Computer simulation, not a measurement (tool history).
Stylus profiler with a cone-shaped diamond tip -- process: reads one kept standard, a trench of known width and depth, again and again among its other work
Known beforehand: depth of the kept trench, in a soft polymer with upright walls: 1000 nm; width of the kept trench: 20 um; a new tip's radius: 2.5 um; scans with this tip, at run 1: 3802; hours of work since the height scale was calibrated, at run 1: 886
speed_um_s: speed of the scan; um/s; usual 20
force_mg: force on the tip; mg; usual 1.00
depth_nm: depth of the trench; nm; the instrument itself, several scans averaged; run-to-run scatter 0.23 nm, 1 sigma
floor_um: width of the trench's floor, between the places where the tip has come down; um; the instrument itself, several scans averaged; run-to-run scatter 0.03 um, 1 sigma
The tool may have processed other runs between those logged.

run,hour,speed_um_s,force_mg,scans with this tip,hours of work since the height scale was calibrated,depth_nm,floor_um
1,0.0,20,1.00,3802,886,1009.07,15.90
2,104.9,20,1.00,4146,966,1009.18,15.90
3,204.9,20,1.00,4474,1042,1009.28,15.93
4,302.7,20,1.00,4795,1117,1008.91,15.95
5,403.3,20,1.00,5124,1194,1009.12,15.83
6,490.6,41,1.00,5410,1260,1009.04,15.80
7,554.5,41,1.00,5620,1309,1009.08,15.83
8,605.9,41,1.00,5788,1348,1009.03,15.81
9,656.7,20,0.62,5955,1387,1006.65,15.85
10,738.2,20,0.62,6222,1449,1006.51,15.95
11,854.7,20,1.00,6604,1538,1009.41,15.87
12,925.2,20,1.00,6835,1592,1009.25,15.89
13,1042.6,20,1.00,7220,1682,1009.06,15.87
14,1092.9,20,1.00,7385,1720,1009.08,15.88
15,1180.7,20,1.00,7673,1787,1009.19,15.91
16,1247.2,20,1.00,7891,1838,1009.38,15.91
17,1342.7,20,0.99,8204,1911,1009.04,15.87
# hour 1399.6: height scale calibrated on a step standard
18,1407.5,20,0.49,8415,6,1005.52,15.89
19,1504.8,20,0.54,8734,80,1005.93,15.82
20,1597.0,5,1.00,9037,151,1009.00,15.97
21,1666.7,20,1.81,9265,204,1013.25,15.93
22,1783.3,20,1.63,9647,293,1012.88,15.93
23,1853.7,20,1.63,9878,347,1012.61,15.90
24,1924.2,20,2.02,10109,401,1014.71,15.88
25,2007.9,10,2.90,10384,465,1018.68,15.96
26,2073.9,7,0.51,10600,515,1005.49,15.97
27,2172.3,29,1.00,10923,590,1009.41,15.84
28,2266.2,29,1.00,11231,662,1009.13,15.80
29,2318.0,29,1.00,11401,701,1008.82,15.80
30,2418.3,54,1.07,11729,778,1009.47,15.75
31,2494.9,54,1.64,11981,836,1012.82,15.76
32,2554.9,54,1.64,12177,882,1012.76,15.76
33,2625.8,39,1.39,12410,936,1011.49,15.82
34,2730.2,56,1.00,12752,1016,1009.24,15.70
35,2810.6,55,2.57,13016,1078,1017.45,15.82
36,2887.2,62,1.60,13267,1136,1012.28,15.72
37,2994.1,32,1.60,13617,1218,1012.53,15.85
38,3073.3,35,1.18,13877,1278,1010.56,15.80
39,3164.1,35,1.18,14175,1348,1009.92,15.85
40,3226.8,35,1.18,14380,1396,1010.35,15.87
41,3344.1,35,1.97,14765,1485,1014.69,15.91
42,3407.9,35,1.97,14974,1534,1014.44,15.89
# hour 3445.2: new tip fitted, height scale calibrated
43,3465.8,38,2.41,67,16,1016.39,15.90
44,3527.6,5,1.81,270,63,1013.48,15.98
45,3585.8,71,2.75,461,107,1017.94,15.75
46,3655.1,13,0.42,688,160,1004.69,15.94

Branching from run 46: 3 alternative next runs. What would each branch give?
A,3723.0,13,0.79,911,212,?,?
B,3723.0,75,0.61,911,212,?,?
C,3723.0,13,0.39,911,212,?,?

run,depth_nm,floor_um
A,1007.59,15.95
B,1006.37,15.58
C,1004.88,15.91
The same runs, with their run-to-run variation unchanged, on a tool lacking any hidden condition would have given:
run,depth_nm,floor_um
A,1007.59,15.95
B,1006.37,15.58
C,1004.88,15.92
